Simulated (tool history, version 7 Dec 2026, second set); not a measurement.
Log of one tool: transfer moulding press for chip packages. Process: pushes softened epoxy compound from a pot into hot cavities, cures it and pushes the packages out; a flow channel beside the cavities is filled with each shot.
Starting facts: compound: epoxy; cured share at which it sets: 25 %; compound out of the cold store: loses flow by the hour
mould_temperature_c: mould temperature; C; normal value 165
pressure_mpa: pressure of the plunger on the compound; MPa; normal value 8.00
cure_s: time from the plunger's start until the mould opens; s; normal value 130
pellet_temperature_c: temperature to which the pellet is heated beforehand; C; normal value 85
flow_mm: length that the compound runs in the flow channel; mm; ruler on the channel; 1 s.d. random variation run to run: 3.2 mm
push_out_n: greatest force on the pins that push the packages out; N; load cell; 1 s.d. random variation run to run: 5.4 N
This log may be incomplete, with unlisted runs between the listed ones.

| run | day | mould_temperature_c | pressure_mpa | cure_s | pellet_temperature_c | incoming compound's hours out of the cold store | flow_mm | push_out_n |
|---|---|---|---|---|---|---|---|---|
| 1 | 0.000 | 165 | 8.00 | 130 | 85 | 43.5 | 747 | 226 |
| 2 | 1.738 | 165 | 9.30 | 130 | 85 | 34.6 | 836 | 296 |
|  | 2.208 | cavities cleaned with cleaning compound and waxed |
| 3 | 2.829 | 165 | 9.30 | 130 | 85 | 8.2 | 933 | 373 |
| 4 | 3.888 | 165 | 9.30 | 130 | 85 | 17.7 | 893 | 375 |
| 5 | 4.792 | 165 | 9.30 | 130 | 85 | 28.9 | 847 | 397 |
|  | 4.979 | cavities cleaned with cleaning compound and waxed |
| 6 | 6.088 | 165 | 8.00 | 130 | 77 | 8.9 | 853 | 252 |
| 7 | 6.979 | 172 | 8.00 | 130 | 77 | 13.8 | 806 | 270 |
|  | 7.850 | cavities cleaned with cleaning compound and waxed |
| 8 | 8.654 | 172 | 8.00 | 130 | 77 | 17.4 | 793 | 239 |
| 9 | 10.133 | 172 | 8.00 | 130 | 77 | 37.7 | 725 | 277 |
|  | 10.417 | cavities cleaned with cleaning compound and waxed, once more |
| 10 | 11.233 | 172 | 8.00 | 130 | 77 | 35.6 | 728 | 227 |
| 11 | 12.438 | 172 | 8.00 | 130 | 77 | 22.1 | 765 | 268 |
|  | 13.283 | cavities cleaned with cleaning compound and waxed |
| 12 | 14.217 | 172 | 8.00 | 130 | 77 | 36.2 | 719 | 237 |
| 13 | 15.233 | 165 | 6.52 | 130 | 85 | 23.2 | 704 | 283 |
|  | 16.088 | cavities cleaned with cleaning compound and waxed |
| 14 | 16.571 | 165 | 8.00 | 130 | 85 | 28.8 | 760 | 218 |
| 15 | 17.833 | 165 | 8.00 | 130 | 85 | 38.3 | 722 | 270 |
|  | 18.954 | cavities cleaned with cleaning compound and waxed |
| 16 | 18.954 | 165 | 8.00 | 130 | 85 | 36.9 | 727 | 203 |
| 17 | 19.696 | 169 | 8.00 | 120 | 95 | 23.1 | 757 | 234 |
| 18 | 20.950 | 169 | 8.04 | 120 | 95 | 34.7 | 718 | 276 |
|  | 21.804 | cavities cleaned with cleaning compound and waxed |
| 19 | 22.254 | 160 | 7.26 | 163 | 83 | 27.7 | 725 | 225 |
| 20 | 23.783 | 158 | 7.38 | 131 | 90 | 23.8 | 759 | 392 |
|  | 24.592 | cavities cleaned with cleaning compound and waxed |
| 21 | 25.608 | 158 | 7.31 | 131 | 77 | 34.8 | 714 | 347 |
| 22 | 26.471 | 165 | 7.45 | 130 | 85 | 15.7 | 751 | 275 |
|  | 27.396 | cavities cleaned with cleaning compound and waxed |
| 23 | 27.896 | 165 | 7.45 | 137 | 88 | 29.4 | 710 | 223 |
|  | 29.271 | plunger's sealing rings changed |
| 24 | 29.754 | 165 | 7.45 | 123 | 88 | 33.4 | 756 | 310 |
|  | 30.342 | cavities cleaned with cleaning compound and waxed |
| 25 | 30.667 | 165 | 7.45 | 123 | 88 | 32.1 | 760 | 230 |
| 26 | 31.629 | 165 | 7.45 | 123 | 88 | 12.8 | 832 | 276 |
| 27 | 32.375 | 167 | 6.83 | 130 | 85 | 38.5 | 693 | 287 |

What if the next run were any one of these 3? Each begins from the tool's condition after run 27:
|  | 33.162 | cavities cleaned with cleaning compound and waxed |
| A | 33.462 | 163 | 8.00 | 116 | 85 | 40.4 | ? | ? |
|  | 33.162 | cavities cleaned with cleaning compound and waxed |
| B | 33.462 | 167 | 9.24 | 130 | 85 | 10.3 | ? | ? |
|  | 33.162 | cavities cleaned with cleaning compound and waxed |
| C | 33.462 | 163 | 6.83 | 138 | 85 | 29.2 | ? | ? |

| run | flow_mm | push_out_n |
|---|---|---|
| A | 762 | 253 |
| B | 929 | 201 |
| C | 742 | 221 |
Take away the tool's hidden state, keep each run's random variation, and the runs would have read:
| run | flow_mm | push_out_n |
|---|---|---|
| A | 777 | 245 |
| B | 947 | 188 |
| C | 757 | 208 |
